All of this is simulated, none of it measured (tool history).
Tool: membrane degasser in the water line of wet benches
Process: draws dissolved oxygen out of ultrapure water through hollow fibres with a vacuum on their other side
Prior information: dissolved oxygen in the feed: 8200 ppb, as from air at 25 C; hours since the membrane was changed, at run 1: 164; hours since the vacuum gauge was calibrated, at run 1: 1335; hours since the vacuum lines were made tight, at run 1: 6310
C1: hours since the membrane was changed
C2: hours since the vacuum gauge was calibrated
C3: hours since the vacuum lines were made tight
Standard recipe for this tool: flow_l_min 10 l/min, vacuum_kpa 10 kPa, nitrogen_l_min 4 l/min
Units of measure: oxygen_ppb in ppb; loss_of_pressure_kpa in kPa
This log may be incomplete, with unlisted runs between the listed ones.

Run 1, hour 0: usual settings; C1 164; C2 1335; C3 6310. Result: oxygen_ppb 66 ppb, loss_of_pressure_kpa 69.19 kPa.
Run 2, hour 38.1: usual settings but flow_l_min 11 l/min; C1 202; C2 1373; C3 6348. Result: oxygen_ppb 74.1 ppb, loss_of_pressure_kpa 76.34 kPa.
Run 3, hour 86.8: usual settings; C1 251; C2 1422; C3 6397. Result: oxygen_ppb 64.6 ppb, loss_of_pressure_kpa 68.65 kPa.
Run 4, hour 145.5: usual settings; C1 310; C2 1481; C3 6456. Result: oxygen_ppb 64.9 ppb, loss_of_pressure_kpa 68.89 kPa.
Run 5, hour 191.1: usual settings but nitrogen_l_min 3.49 l/min; C1 355; C2 1527; C3 6502. Result: oxygen_ppb 71.7 ppb, loss_of_pressure_kpa 69.24 kPa.
Run 6, hour 235.6: usual settings but vacuum_kpa 20.8 kPa; C1 400; C2 1571; C3 6546. Result: oxygen_ppb 132.1 ppb, loss_of_pressure_kpa 69.64 kPa.
Run 7, hour 282.5: usual settings but nitrogen_l_min 1.89 l/min; C1 447; C2 1618; C3 6593. Result: oxygen_ppb 110.2 ppb, loss_of_pressure_kpa 69.61 kPa.
Run 8, hour 310.2: usual settings but nitrogen_l_min 1.89 l/min; C1 474; C2 1646; C3 6621. Result: oxygen_ppb 111.2 ppb, loss_of_pressure_kpa 69.23 kPa.
Run 9, hour 376.8: usual settings but nitrogen_l_min 1.89 l/min; C1 541; C2 1712; C3 6687. Result: oxygen_ppb 112.4 ppb, loss_of_pressure_kpa 69.01 kPa.
Run 10, hour 411.1: usual settings but nitrogen_l_min 1.89 l/min; C1 575; C2 1747; C3 6721. Result: oxygen_ppb 112.5 ppb, loss_of_pressure_kpa 69.54 kPa.
Run 11, hour 443.4: usual settings but nitrogen_l_min 1.89 l/min; C1 608; C2 1779; C3 6754. Result: oxygen_ppb 109 ppb, loss_of_pressure_kpa 69.58 kPa.
Run 12, hour 481.1: usual settings but nitrogen_l_min 9.81 l/min; C1 645; C2 1817; C3 6791. Result: oxygen_ppb 41.1 ppb, loss_of_pressure_kpa 69.84 kPa.
Run 13, hour 513.1: usual settings but nitrogen_l_min 9.81 l/min; C1 677; C2 1849; C3 6824. Result: oxygen_ppb 41.3 ppb, loss_of_pressure_kpa 69.98 kPa.
Run 14, hour 564.5: usual settings but nitrogen_l_min 9.81 l/min; C1 729; C2 1900; C3 6875. Result: oxygen_ppb 41.1 ppb, loss_of_pressure_kpa 69.51 kPa.
Run 15, hour 623.7: usual settings but vacuum_kpa 17.2 kPa; C1 788; C2 1959; C3 6934. Result: oxygen_ppb 107.8 ppb, loss_of_pressure_kpa 69.6 kPa.
Run 16, hour 652.3: usual settings but vacuum_kpa 17.2 kPa; C1 816; C2 1988; C3 6963. Result: oxygen_ppb 111 ppb, loss_of_pressure_kpa 70.19 kPa.
Run 17, hour 682.7: usual settings but vacuum_kpa 21.4 kPa; C1 847; C2 2018; C3 6993. Result: oxygen_ppb 134.8 ppb, loss_of_pressure_kpa 69.55 kPa.
Run 18, hour 730.3: usual settings but vacuum_kpa 19.1 kPa, nitrogen_l_min 3.84 l/min; C1 894; C2 2066; C3 7041. Result: oxygen_ppb 125 ppb, loss_of_pressure_kpa 69.89 kPa.
Run 19, hour 773.7: usual settings but vacuum_kpa 19.1 kPa, nitrogen_l_min 3.84 l/min; C1 938; C2 2109; C3 7084. Result: oxygen_ppb 122.5 ppb, loss_of_pressure_kpa 69.89 kPa.
Run 20, hour 826.1: usual settings but vacuum_kpa 19.1 kPa, nitrogen_l_min 11.11 l/min; C1 990; C2 2162; C3 7136. Result: oxygen_ppb 59.5 ppb, loss_of_pressure_kpa 69.96 kPa.
Run 21, hour 875.7: usual settings but flow_l_min 9 l/min, vacuum_kpa 19.1 kPa, nitrogen_l_min 9.53 l/min; C1 1040; C2 2211; C3 7186. Result: oxygen_ppb 56 ppb, loss_of_pressure_kpa 62.67 kPa.
At hour 920.8: seals of the vacuum lines changed.
Run 22, hour 933.9: usual settings but flow_l_min 14 l/min, vacuum_kpa 15.4 kPa, nitrogen_l_min 6.77 l/min; C1 1096; C2 2267; C3 13. Result: oxygen_ppb 107.1 ppb, loss_of_pressure_kpa 98.34 kPa.
Run 23, hour 998.8: usual settings but vacuum_kpa 12.6 kPa, nitrogen_l_min 8.32 l/min; C1 1161; C2 2332; C3 78. Result: oxygen_ppb 52.4 ppb, loss_of_pressure_kpa 70.15 kPa.
Run 24, hour 1055.6: usual settings but vacuum_kpa 12.6 kPa, nitrogen_l_min 8.32 l/min; C1 1218; C2 2389; C3 135. Result: oxygen_ppb 51.6 ppb, loss_of_pressure_kpa 70.06 kPa.
Run 25, hour 1106.2: usual settings but flow_l_min 15 l/min, nitrogen_l_min 2.27 l/min; C1 1268; C2 2440; C3 185. Result: oxygen_ppb 155.6 ppb, loss_of_pressure_kpa 104.62 kPa.
Run 26, hour 1137.5: usual settings but vacuum_kpa 10.4 kPa, nitrogen_l_min 8.9 l/min; C1 1300; C2 2471; C3 217. Result: oxygen_ppb 43.5 ppb, loss_of_pressure_kpa 70.46 kPa.
Run 27, hour 1183.2: usual settings but vacuum_kpa 10.4 kPa, nitrogen_l_min 8.9 l/min; C1 1345; C2 2517; C3 262. Result: oxygen_ppb 44 ppb, loss_of_pressure_kpa 70.25 kPa.
Run 28, hour 1249.2: usual settings but vacuum_kpa 10.4 kPa, nitrogen_l_min 1.93 l/min; C1 1411; C2 2583; C3 328. Result: oxygen_ppb 110.4 ppb, loss_of_pressure_kpa 70.19 kPa.
Run 29, hour 1309.3: usual settings but vacuum_kpa 10.4 kPa, nitrogen_l_min 1.93 l/min; C1 1471; C2 2643; C3 388. Result: oxygen_ppb 113 ppb, loss_of_pressure_kpa 70.25 kPa.
Run 30, hour 1370: usual settings but flow_l_min 15 l/min; C1 1532; C2 2703; C3 449. Result: oxygen_ppb 112.9 ppb, loss_of_pressure_kpa 105.15 kPa.
Run 31, hour 1425.3: usual settings but flow_l_min 6 l/min, vacuum_kpa 13.1 kPa; C1 1587; C2 2759; C3 504. Result: oxygen_ppb 45 ppb, loss_of_pressure_kpa 42.1 kPa.
Run 32, hour 1488.8: usual settings but flow_l_min 12 l/min, vacuum_kpa 11.8 kPa, nitrogen_l_min 3.14 l/min; C1 1651; C2 2822; C3 568. Result: oxygen_ppb 111.7 ppb, loss_of_pressure_kpa 84.72 kPa.
Run 33, hour 1544.8: usual settings; C1 1707; C2 2878; C3 624. Result: oxygen_ppb 66.1 ppb, loss_of_pressure_kpa 70.65 kPa.

Consider 3 possible next runs. They are alternatives, not a sequence: every one starts from the tool as it was left by run 33. What does each give?
Run A, hour 1592: usual settings but flow_l_min 8 l/min, nitrogen_l_min 7.57 l/min; C1 1754; C2 2925; C3 671. Result: oxygen_ppb ?, loss_of_pressure_kpa ?.
Run B, hour 1592: usual settings but flow_l_min 11 l/min, vacuum_kpa 14.6 kPa, nitrogen_l_min 6.54 l/min; C1 1754; C2 2925; C3 671. Result: oxygen_ppb ?, loss_of_pressure_kpa ?.
Run C, hour 1592: usual settings but vacuum_kpa 8.9 kPa; C1 1754; C2 2925; C3 671. Result: oxygen_ppb ?, loss_of_pressure_kpa ?.

run  oxygen_ppb  loss_of_pressure_kpa
  A        32.7                 56.01
  B        76.6                 77.46
  C        58.8                 70.44
The same runs, with their run-to-run variation unchanged, on a tool lacking any hidden condition would have given:
run  oxygen_ppb  loss_of_pressure_kpa
  A        32.6                    55
  B        76.5                 76.06
  C        58.7                 69.17

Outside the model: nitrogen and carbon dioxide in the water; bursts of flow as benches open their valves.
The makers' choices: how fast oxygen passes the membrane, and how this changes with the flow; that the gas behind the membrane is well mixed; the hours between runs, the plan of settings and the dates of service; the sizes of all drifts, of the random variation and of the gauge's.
